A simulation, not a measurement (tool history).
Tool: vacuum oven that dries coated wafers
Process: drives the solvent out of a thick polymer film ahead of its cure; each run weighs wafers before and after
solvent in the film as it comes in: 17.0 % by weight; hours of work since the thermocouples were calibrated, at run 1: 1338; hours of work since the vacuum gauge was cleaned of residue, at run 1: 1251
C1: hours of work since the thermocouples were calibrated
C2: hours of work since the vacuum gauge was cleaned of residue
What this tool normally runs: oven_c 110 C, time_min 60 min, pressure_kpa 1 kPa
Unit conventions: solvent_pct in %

{"run": 1, "day": 0.0, "oven_c": 110, "time_min": 60, "pressure_kpa": 1, "C1": 1338, "C2": 1251, "solvent_pct": 4.36}
{"day": 3.204, "done": "oven's thermocouples calibrated"}
{"run": 2, "day": 3.204, "oven_c": 110, "time_min": 60, "pressure_kpa": 1, "C1": 0, "C2": 1299, "solvent_pct": 4.38}
{"run": 3, "day": 7.346, "oven_c": 110, "time_min": 60, "pressure_kpa": 1, "C1": 63, "C2": 1361, "solvent_pct": 4.45}
{"run": 4, "day": 10.662, "oven_c": 110, "time_min": 104, "pressure_kpa": 1, "C1": 113, "C2": 1412, "solvent_pct": 2.25}
{"run": 5, "day": 14.725, "oven_c": 108, "time_min": 60, "pressure_kpa": 1, "C1": 175, "C2": 1473, "solvent_pct": 4.98}
{"run": 6, "day": 18.129, "oven_c": 110, "time_min": 60, "pressure_kpa": 1, "C1": 226, "C2": 1525, "solvent_pct": 4.42}
{"run": 7, "day": 20.7, "oven_c": 110, "time_min": 60, "pressure_kpa": 1, "C1": 265, "C2": 1564, "solvent_pct": 4.44}
{"run": 8, "day": 22.871, "oven_c": 110, "time_min": 100, "pressure_kpa": 1, "C1": 298, "C2": 1597, "solvent_pct": 2.41}
{"run": 9, "day": 25.262, "oven_c": 110, "time_min": 60, "pressure_kpa": 1, "C1": 335, "C2": 1633, "solvent_pct": 4.38}
{"run": 10, "day": 30.208, "oven_c": 116, "time_min": 60, "pressure_kpa": 1, "C1": 410, "C2": 1708, "solvent_pct": 2.58}
{"run": 11, "day": 35.283, "oven_c": 116, "time_min": 60, "pressure_kpa": 1, "C1": 487, "C2": 1785, "solvent_pct": 2.58}
{"run": 12, "day": 38.608, "oven_c": 116, "time_min": 60, "pressure_kpa": 1, "C1": 537, "C2": 1836, "solvent_pct": 2.63}
{"run": 13, "day": 43.496, "oven_c": 110, "time_min": 60, "pressure_kpa": 1, "C1": 611, "C2": 1910, "solvent_pct": 4.36}
{"run": 14, "day": 48.638, "oven_c": 110, "time_min": 60, "pressure_kpa": 1, "C1": 689, "C2": 1988, "solvent_pct": 4.41}
{"run": 15, "day": 51.9, "oven_c": 110, "time_min": 60, "pressure_kpa": 1.11, "C1": 739, "C2": 2037, "solvent_pct": 4.44}
{"run": 16, "day": 55.488, "oven_c": 110, "time_min": 60, "pressure_kpa": 1.11, "C1": 793, "C2": 2092, "solvent_pct": 4.42}
{"run": 17, "day": 58.429, "oven_c": 110, "time_min": 60, "pressure_kpa": 1.11, "C1": 838, "C2": 2136, "solvent_pct": 4.44}
{"run": 18, "day": 63.358, "oven_c": 98, "time_min": 60, "pressure_kpa": 2.11, "C1": 912, "C2": 2211, "solvent_pct": 8.9}
{"run": 19, "day": 66.346, "oven_c": 98, "time_min": 97, "pressure_kpa": 2.11, "C1": 958, "C2": 2256, "solvent_pct": 6.88}
{"run": 20, "day": 71.062, "oven_c": 98, "time_min": 97, "pressure_kpa": 2.11, "C1": 1029, "C2": 2328, "solvent_pct": 6.93}
{"day": 71.471, "done": "vacuum gauge cleaned of residue and calibrated"}
{"run": 21, "day": 75.133, "oven_c": 110, "time_min": 62, "pressure_kpa": 0.76, "C1": 1090, "C2": 56, "solvent_pct": 4.27}
{"run": 22, "day": 79.771, "oven_c": 110, "time_min": 62, "pressure_kpa": 0.76, "C1": 1160, "C2": 126, "solvent_pct": 4.23}
{"day": 80.954, "done": "vacuum gauge cleaned of residue and calibrated, once more"}
{"run": 23, "day": 84.796, "oven_c": 114, "time_min": 60, "pressure_kpa": 3.76, "C1": 1236, "C2": 58, "solvent_pct": 4.08}
{"run": 24, "day": 88.583, "oven_c": 124, "time_min": 49, "pressure_kpa": 1.04, "C1": 1293, "C2": 116, "solvent_pct": 1.33}
{"run": 25, "day": 90.9, "oven_c": 124, "time_min": 49, "pressure_kpa": 1.04, "C1": 1328, "C2": 151, "solvent_pct": 1.38}
{"day": 94.854, "done": "oven's thermocouples calibrated"}
{"run": 26, "day": 95.142, "oven_c": 97, "time_min": 49, "pressure_kpa": 1.27, "C1": 4, "C2": 214, "solvent_pct": 9.49}
{"run": 27, "day": 97.696, "oven_c": 97, "time_min": 49, "pressure_kpa": 1.27, "C1": 43, "C2": 253, "solvent_pct": 9.4}
{"run": 28, "day": 101.362, "oven_c": 97, "time_min": 49, "pressure_kpa": 1.27, "C1": 99, "C2": 308, "solvent_pct": 9.52}
{"run": 29, "day": 104.662, "oven_c": 105, "time_min": 60, "pressure_kpa": 3.66, "C1": 149, "C2": 358, "solvent_pct": 7.33}
{"run": 30, "day": 107.258, "oven_c": 109, "time_min": 53, "pressure_kpa": 3.66, "C1": 188, "C2": 398, "solvent_pct": 6.34}
{"run": 31, "day": 110.529, "oven_c": 110, "time_min": 91, "pressure_kpa": 1, "C1": 238, "C2": 447, "solvent_pct": 2.47}
{"run": 32, "day": 113.512, "oven_c": 101, "time_min": 79, "pressure_kpa": 2.34, "C1": 283, "C2": 493, "solvent_pct": 6.76}
{"run": 33, "day": 115.783, "oven_c": 101, "time_min": 79, "pressure_kpa": 2.34, "C1": 317, "C2": 527, "solvent_pct": 6.74}

Branching from run 33: 5 alternative next runs. What would each branch give?
{"run": "A", "day": 120.475, "oven_c": 95, "time_min": 54, "pressure_kpa": 0.9, "C1": 389, "C2": 598, "solvent_pct": "?"}
{"run": "B", "day": 120.475, "oven_c": 101, "time_min": 79, "pressure_kpa": 2.63, "C1": 389, "C2": 598, "solvent_pct": "?"}
{"run": "C", "day": 120.475, "oven_c": 110, "time_min": 60, "pressure_kpa": 2.93, "C1": 389, "C2": 598, "solvent_pct": "?"}
{"run": "D", "day": 120.475, "oven_c": 123, "time_min": 73, "pressure_kpa": 0.78, "C1": 389, "C2": 598, "solvent_pct": "?"}
{"run": "E", "day": 120.475, "oven_c": 112, "time_min": 80, "pressure_kpa": 0.73, "C1": 389, "C2": 598, "solvent_pct": "?"}

run=A solvent_pct=9.47
run=B solvent_pct=6.94
run=C solvent_pct=5.16
run=D solvent_pct=0.73
run=E solvent_pct=2.28
Take away the tool's hidden state, keep each run's random variation, and the runs would have read:
run=A solvent_pct=9.48
run=B solvent_pct=6.96
run=C solvent_pct=5.19
run=D solvent_pct=0.69
run=E solvent_pct=2.27

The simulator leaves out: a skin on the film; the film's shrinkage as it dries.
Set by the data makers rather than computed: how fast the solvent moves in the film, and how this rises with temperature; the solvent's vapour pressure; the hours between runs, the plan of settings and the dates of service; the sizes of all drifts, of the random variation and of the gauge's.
